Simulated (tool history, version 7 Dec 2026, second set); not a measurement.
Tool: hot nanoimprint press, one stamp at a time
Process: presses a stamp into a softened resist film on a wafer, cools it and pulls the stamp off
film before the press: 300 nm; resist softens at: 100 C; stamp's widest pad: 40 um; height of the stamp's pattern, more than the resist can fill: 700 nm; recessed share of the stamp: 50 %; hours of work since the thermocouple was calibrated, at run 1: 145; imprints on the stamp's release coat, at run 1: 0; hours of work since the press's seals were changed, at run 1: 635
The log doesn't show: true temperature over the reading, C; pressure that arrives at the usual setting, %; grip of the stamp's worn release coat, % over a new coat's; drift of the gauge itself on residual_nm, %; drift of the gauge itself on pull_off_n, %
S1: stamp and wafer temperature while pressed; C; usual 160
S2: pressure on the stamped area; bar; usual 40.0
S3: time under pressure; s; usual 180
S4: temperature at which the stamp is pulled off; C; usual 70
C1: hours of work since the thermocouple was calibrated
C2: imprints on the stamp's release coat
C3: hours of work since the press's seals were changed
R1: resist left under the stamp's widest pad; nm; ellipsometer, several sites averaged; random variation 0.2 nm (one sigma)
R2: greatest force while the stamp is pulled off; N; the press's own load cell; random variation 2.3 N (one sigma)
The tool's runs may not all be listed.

Run 1, hour 0.0: usual settings; C1 145; C2 0; C3 635. Result: R1 112.7 nm, R2 234 N.
Run 2, hour 37.8: usual settings but S2 61.1 bar; C1 170; C2 157; C3 660. Result: R1 92.8 nm, R2 241 N.
Run 3, hour 68.4: usual settings but S2 61.1 bar, S4 64 C; C1 191; C2 285; C3 681. Result: R1 92.3 nm, R2 274 N.
Run 4, hour 103.8: usual settings; C1 214; C2 432; C3 704. Result: R1 111.9 nm, R2 259 N.
Run 5, hour 147.9: usual settings; C1 244; C2 615; C3 734. Result: R1 111.0 nm, R2 264 N.
At hour 168.3: plate thermocouple calibrated.
Run 6, hour 181.7: usual settings; C1 9; C2 744; C3 755. Result: R1 107.6 nm, R2 266 N.
Run 7, hour 221.0: usual settings but S1 168 C; C1 35; C2 907; C3 781. Result: R1 76.3 nm, R2 271 N.
At hour 233.6: stamp cleaned and given a new release coat.
At hour 253.7: plate thermocouple calibrated, once more.
Run 8, hour 253.7: usual settings but S1 168 C, S3 181 s; C1 0; C2 71; C3 797. Result: R1 83.3 nm, R2 239 N.
Run 9, hour 302.6: usual settings but S1 150 C; C1 33; C2 274; C3 830. Result: R1 182.2 nm, R2 247 N.
Run 10, hour 331.0: usual settings; C1 52; C2 392; C3 848. Result: R1 116.9 nm, R2 258 N.
Run 11, hour 377.9: usual settings; C1 83; C2 587; C3 880. Result: R1 116.1 nm, R2 271 N.
Run 12, hour 421.7: usual settings but S4 63 C; C1 112; C2 770; C3 909. Result: R1 115.9 nm, R2 312 N.
Run 13, hour 457.4: usual settings but S4 63 C; C1 136; C2 919; C3 933. Result: R1 114.9 nm, R2 325 N.
At hour 467.5: stamp cleaned and given a new release coat.
Run 14, hour 485.2: usual settings but S4 63 C; C1 151; C2 74; C3 948. Result: R1 115.0 nm, R2 271 N.
Run 15, hour 521.7: usual settings but S1 155 C, S4 63 C; C1 175; C2 226; C3 972. Result: R1 143.1 nm, R2 277 N.
Run 16, hour 544.8: usual settings but S1 155 C, S4 63 C; C1 191; C2 322; C3 988. Result: R1 142.9 nm, R2 286 N.
Run 17, hour 572.2: usual settings but S1 155 C, S4 63 C; C1 209; C2 436; C3 1006. Result: R1 142.4 nm, R2 289 N.
Run 18, hour 601.2: usual settings but S1 155 C, S2 49.2 bar, S3 281 s, S4 63 C; C1 229; C2 557; C3 1025. Result: R1 109.6 nm, R2 304 N.
Run 19, hour 640.1: usual settings but S1 155 C, S2 49.2 bar, S3 281 s, S4 63 C; C1 255; C2 719; C3 1051. Result: R1 108.6 nm, R2 310 N.
At hour 646.1: plate thermocouple calibrated.
Run 20, hour 674.9: usual settings but S1 155 C, S2 49.2 bar, S3 281 s, S4 63 C; C1 19; C2 851; C3 1073. Result: R1 114.4 nm, R2 322 N.
At hour 702.8: stamp cleaned and given a new release coat.
Run 21, hour 714.3: usual settings but S2 41.9 bar, S4 69 C; C1 42; C2 48; C3 1095. Result: R1 115.4 nm, R2 241 N.
At hour 730.4: press's hydraulic seals changed and the load cell set to zero.
Run 22, hour 755.3: usual settings but S1 162 C, S3 184 s; C1 64; C2 186; C3 17. Result: R1 101.7 nm, R2 247 N.
Run 23, hour 783.8: usual settings but S2 25.8 bar; C1 83; C2 304; C3 36. Result: R1 137.2 nm, R2 250 N.
Run 24, hour 819.5: usual settings but S2 25.8 bar; C1 107; C2 453; C3 60. Result: R1 136.7 nm, R2 256 N.
Run 25, hour 859.2: usual settings but S1 152 C, S2 25.8 bar, S4 68 C; C1 133; C2 618; C3 86. Result: R1 187.9 nm, R2 280 N.
Run 26, hour 896.1: usual settings but S1 152 C, S2 25.8 bar, S4 66 C; C1 158; C2 771; C3 111. Result: R1 187.6 nm, R2 299 N.
Run 27, hour 916.5: usual settings but S1 152 C, S2 25.8 bar, S4 66 C; C1 172; C2 856; C3 125. Result: R1 187.4 nm, R2 298 N.
At hour 944.6: stamp cleaned and given a new release coat.
Run 28, hour 964.5: usual settings but S1 152 C, S2 25.8 bar, S3 109 s, S4 66 C; C1 200; C2 83; C3 153. Result: R1 213.3 nm, R2 258 N.
Run 29, hour 992.1: usual settings but S1 155 C, S4 69 C; C1 218; C2 198; C3 171. Result: R1 137.0 nm, R2 259 N.
Run 30, hour 1028.5: usual settings but S1 155 C, S4 69 C; C1 243; C2 349; C3 196. Result: R1 136.3 nm, R2 258 N.
At hour 1054.0: plate thermocouple calibrated.
Run 31, hour 1069.8: usual settings but S1 163 C, S2 29.3 bar, S3 104 s, S4 69 C; C1 11; C2 509; C3 221. Result: R1 140.8 nm, R2 266 N.

Forecast each of these 3 alternatives for the next run:
Run A, hour 1110.7: usual settings but S1 163 C, S2 29.3 bar, S3 124 s, S4 69 C; C1 38; C2 679; C3 249. Result: R1 ?, R2 ?.
Run B, hour 1110.7: usual settings but S1 163 C, S2 29.3 bar, S3 135 s, S4 69 C; C1 38; C2 679; C3 249. Result: R1 ?, R2 ?.
Run C, hour 1110.7: usual settings but S1 148 C, S2 30.5 bar, S3 104 s, S4 60 C; C1 38; C2 679; C3 249. Result: R1 ?, R2 ?.

run     R1   R2
  A  132.0  273
  B  127.8  273
  C  233.7  321
Without the tool's hidden state the same runs would have given:
run     R1   R2
  A  133.6  241
  B  129.4  241
  C  235.7  284
